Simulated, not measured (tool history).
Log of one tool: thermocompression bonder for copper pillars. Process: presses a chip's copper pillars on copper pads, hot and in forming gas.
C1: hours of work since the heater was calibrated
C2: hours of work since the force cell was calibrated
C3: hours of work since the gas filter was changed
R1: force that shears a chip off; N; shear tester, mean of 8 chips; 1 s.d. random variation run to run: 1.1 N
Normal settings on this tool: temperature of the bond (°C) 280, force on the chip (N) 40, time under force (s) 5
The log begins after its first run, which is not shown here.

run 2 hour=15 | temperature_of_the_bond_(°C)=280 force_on_the_chip_(N)=34 time_under_force_(s)=5 | C1=508 C2=322 C3=42 | R1=71.9
run 3 hour=23.3 | temperature_of_the_bond_(°C)=280 force_on_the_chip_(N)=34 time_under_force_(s)=3 | C1=512 C2=326 C3=45 | R1=61.6
run 4 hour=37.4 | temperature_of_the_bond_(°C)=274 force_on_the_chip_(N)=40 time_under_force_(s)=5 | C1=518 C2=332 C3=51 | R1=80.1
run 5 hour=46.8 | temperature_of_the_bond_(°C)=274 force_on_the_chip_(N)=40 time_under_force_(s)=5 | C1=521 C2=336 C3=55 | R1=79.9
run 6 hour=57.7 | temperature_of_the_bond_(°C)=274 force_on_the_chip_(N)=40 time_under_force_(s)=5 | C1=526 C2=340 C3=60 | R1=78.3
run 7 hour=69.3 | temperature_of_the_bond_(°C)=274 force_on_the_chip_(N)=40 time_under_force_(s)=5 | C1=531 C2=345 C3=65 | R1=77.3
run 8 hour=87 | temperature_of_the_bond_(°C)=274 force_on_the_chip_(N)=40 time_under_force_(s)=5 | C1=539 C2=353 C3=72 | R1=77.5
run 9 hour=95.7 | temperature_of_the_bond_(°C)=274 force_on_the_chip_(N)=40 time_under_force_(s)=5 | C1=542 C2=357 C3=76 | R1=77.5
run 10 hour=106.2 | temperature_of_the_bond_(°C)=274 force_on_the_chip_(N)=40 time_under_force_(s)=5 | C1=547 C2=361 C3=81 | R1=78.5
run 11 hour=119.7 | temperature_of_the_bond_(°C)=274 force_on_the_chip_(N)=40 time_under_force_(s)=5 | C1=553 C2=367 C3=86 | R1=76.6
run 12 hour=130.3 | temperature_of_the_bond_(°C)=274 force_on_the_chip_(N)=40 time_under_force_(s)=5 | C1=557 C2=371 C3=91 | R1=77.6
run 13 hour=140.6 | temperature_of_the_bond_(°C)=280 force_on_the_chip_(N)=40 time_under_force_(s)=5 | C1=561 C2=376 C3=95 | R1=81.4
run 14 hour=151.6 | temperature_of_the_bond_(°C)=280 force_on_the_chip_(N)=40 time_under_force_(s)=5 | C1=566 C2=380 C3=100 | R1=82.5
run 15 hour=160.8 | temperature_of_the_bond_(°C)=280 force_on_the_chip_(N)=40 time_under_force_(s)=5 | C1=570 C2=384 C3=104 | R1=81.7
run 16 hour=179.1 | temperature_of_the_bond_(°C)=280 force_on_the_chip_(N)=40 time_under_force_(s)=5 | C1=578 C2=392 C3=112 | R1=80.1
run 17 hour=195.4 | temperature_of_the_bond_(°C)=280 force_on_the_chip_(N)=40 time_under_force_(s)=15 | C1=585 C2=399 C3=118 | R1=110.3
run 18 hour=203.7 | temperature_of_the_bond_(°C)=280 force_on_the_chip_(N)=40 time_under_force_(s)=15 | C1=588 C2=402 C3=122 | R1=109.1
-- hour=206.7 force cell calibrated
run 19 hour=221.1 | temperature_of_the_bond_(°C)=293 force_on_the_chip_(N)=40 time_under_force_(s)=5 | C1=595 C2=6 C3=129 | R1=92.1
run 20 hour=238 | temperature_of_the_bond_(°C)=280 force_on_the_chip_(N)=40 time_under_force_(s)=5 | C1=602 C2=13 C3=136 | R1=77.8
run 21 hour=254.4 | temperature_of_the_bond_(°C)=280 force_on_the_chip_(N)=33 time_under_force_(s)=3 | C1=609 C2=20 C3=143 | R1=52.3
run 22 hour=271.6 | temperature_of_the_bond_(°C)=280 force_on_the_chip_(N)=54 time_under_force_(s)=3 | C1=616 C2=28 C3=150 | R1=86
-- hour=275.4 forming gas filter changed
run 23 hour=286.3 | temperature_of_the_bond_(°C)=280 force_on_the_chip_(N)=54 time_under_force_(s)=3 | C1=622 C2=34 C3=5 | R1=99.7

For run 24, what comes out?
run 24 hour=299.3 | temperature_of_the_bond_(°C)=267 force_on_the_chip_(N)=53 time_under_force_(s)=3 | C1=628 C2=39 C3=10 | R1=?

{"run 24": {"R1": 80.6}}
With no hidden state in the tool, this same run would have given R1 90.2 N.
